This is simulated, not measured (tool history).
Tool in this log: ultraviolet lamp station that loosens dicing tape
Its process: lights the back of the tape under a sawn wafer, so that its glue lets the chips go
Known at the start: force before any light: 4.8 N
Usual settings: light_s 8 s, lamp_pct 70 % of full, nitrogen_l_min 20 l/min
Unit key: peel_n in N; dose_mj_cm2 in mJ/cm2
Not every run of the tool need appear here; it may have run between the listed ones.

{"run": 1, "day": 0.0, "light_s": 8, "lamp_pct": 70, "nitrogen_l_min": 20, "peel_n": 0.996, "dose_mj_cm2": 363}
{"run": 2, "day": 0.554, "light_s": 8, "lamp_pct": 70, "nitrogen_l_min": 20, "peel_n": 1.016, "dose_mj_cm2": 358}
{"run": 3, "day": 1.204, "light_s": 8, "lamp_pct": 70, "nitrogen_l_min": 20, "peel_n": 1.088, "dose_mj_cm2": 356}
{"run": 4, "day": 1.658, "light_s": 8, "lamp_pct": 91, "nitrogen_l_min": 20, "peel_n": 0.73, "dose_mj_cm2": 464}
{"run": 5, "day": 2.017, "light_s": 8, "lamp_pct": 70, "nitrogen_l_min": 20, "peel_n": 1.043, "dose_mj_cm2": 353}
{"run": 6, "day": 2.558, "light_s": 13, "lamp_pct": 70, "nitrogen_l_min": 20, "peel_n": 0.499, "dose_mj_cm2": 571}
{"run": 7, "day": 3.192, "light_s": 13, "lamp_pct": 70, "nitrogen_l_min": 20, "peel_n": 0.551, "dose_mj_cm2": 564}
{"run": 8, "day": 3.883, "light_s": 13, "lamp_pct": 70, "nitrogen_l_min": 20, "peel_n": 0.542, "dose_mj_cm2": 552}
{"run": 9, "day": 4.396, "light_s": 13, "lamp_pct": 70, "nitrogen_l_min": 20, "peel_n": 0.524, "dose_mj_cm2": 550}
{"run": 10, "day": 5.029, "light_s": 8, "lamp_pct": 70, "nitrogen_l_min": 11, "peel_n": 1.078, "dose_mj_cm2": 411}
{"run": 11, "day": 5.329, "light_s": 8, "lamp_pct": 86, "nitrogen_l_min": 20, "peel_n": 0.633, "dose_mj_cm2": 498}
{"run": 12, "day": 5.725, "light_s": 8, "lamp_pct": 94, "nitrogen_l_min": 20, "peel_n": 0.58, "dose_mj_cm2": 544}
{"run": 13, "day": 6.083, "light_s": 8, "lamp_pct": 94, "nitrogen_l_min": 20, "peel_n": 0.568, "dose_mj_cm2": 546}
{"run": 14, "day": 6.625, "light_s": 8, "lamp_pct": 94, "nitrogen_l_min": 20, "peel_n": 0.569, "dose_mj_cm2": 538}
{"run": 15, "day": 7.121, "light_s": 8, "lamp_pct": 70, "nitrogen_l_min": 20, "peel_n": 0.854, "dose_mj_cm2": 401}
{"run": 16, "day": 7.446, "light_s": 8, "lamp_pct": 70, "nitrogen_l_min": 20, "peel_n": 0.854, "dose_mj_cm2": 400}
{"run": 17, "day": 8.133, "light_s": 8, "lamp_pct": 70, "nitrogen_l_min": 20, "peel_n": 0.851, "dose_mj_cm2": 393}
{"run": 18, "day": 8.846, "light_s": 5, "lamp_pct": 70, "nitrogen_l_min": 20, "peel_n": 1.58, "dose_mj_cm2": 247}
{"run": 19, "day": 9.346, "light_s": 12, "lamp_pct": 70, "nitrogen_l_min": 39, "peel_n": 0.419, "dose_mj_cm2": 588}
{"run": 20, "day": 9.762, "light_s": 8, "lamp_pct": 68, "nitrogen_l_min": 37, "peel_n": 0.769, "dose_mj_cm2": 374}
{"run": 21, "day": 10.329, "light_s": 7, "lamp_pct": 99, "nitrogen_l_min": 27, "peel_n": 0.617, "dose_mj_cm2": 480}
{"run": 22, "day": 10.821, "light_s": 8, "lamp_pct": 97, "nitrogen_l_min": 20, "peel_n": 0.584, "dose_mj_cm2": 534}
{"run": 23, "day": 11.483, "light_s": 8, "lamp_pct": 97, "nitrogen_l_min": 20, "peel_n": 0.57, "dose_mj_cm2": 531}
{"run": 24, "day": 12.196, "light_s": 8, "lamp_pct": 97, "nitrogen_l_min": 20, "peel_n": 0.591, "dose_mj_cm2": 524}
{"run": 25, "day": 12.808, "light_s": 13, "lamp_pct": 63, "nitrogen_l_min": 6, "peel_n": 0.95, "dose_mj_cm2": 546}
{"run": 26, "day": 13.133, "light_s": 6, "lamp_pct": 63, "nitrogen_l_min": 37, "peel_n": 1.367, "dose_mj_cm2": 249}
{"run": 27, "day": 13.521, "light_s": 7, "lamp_pct": 67, "nitrogen_l_min": 9, "peel_n": 1.578, "dose_mj_cm2": 310}
{"run": 28, "day": 14.108, "light_s": 16, "lamp_pct": 67, "nitrogen_l_min": 9, "peel_n": 0.535, "dose_mj_cm2": 706}
{"run": 29, "day": 14.667, "light_s": 14, "lamp_pct": 66, "nitrogen_l_min": 11, "peel_n": 0.62, "dose_mj_cm2": 604}
{"run": 30, "day": 15.317, "light_s": 10, "lamp_pct": 70, "nitrogen_l_min": 13, "peel_n": 0.897, "dose_mj_cm2": 455}
{"run": 31, "day": 15.929, "light_s": 9, "lamp_pct": 96, "nitrogen_l_min": 13, "peel_n": 0.667, "dose_mj_cm2": 557}
{"run": 32, "day": 16.279, "light_s": 11, "lamp_pct": 80, "nitrogen_l_min": 7, "peel_n": 0.848, "dose_mj_cm2": 564}
{"run": 33, "day": 17.0, "light_s": 14, "lamp_pct": 71, "nitrogen_l_min": 7, "peel_n": 0.717, "dose_mj_cm2": 633}
{"run": 34, "day": 17.558, "light_s": 14, "lamp_pct": 71, "nitrogen_l_min": 7, "peel_n": 0.719, "dose_mj_cm2": 622}
{"run": 35, "day": 18.267, "light_s": 14, "lamp_pct": 71, "nitrogen_l_min": 7, "peel_n": 0.731, "dose_mj_cm2": 622}

Put back what was entered between runs (1 entry, withheld): which listed runs does each sit between, and how does the hidden state differ from the listed run before to the listed run after?
From run 9 to run 10: window cleaned of glue's vapour (day 4.542)
  lamp's light, % of a new lamp's: 93.2 -> 92.9; light that the window lets through, % of a clean one's: 82 -> 98.9
  measured less the result without the state, peel_n: +0.163 -> +0.114 N; dose_mj_cm2: -170 -> -36 mJ/cm2
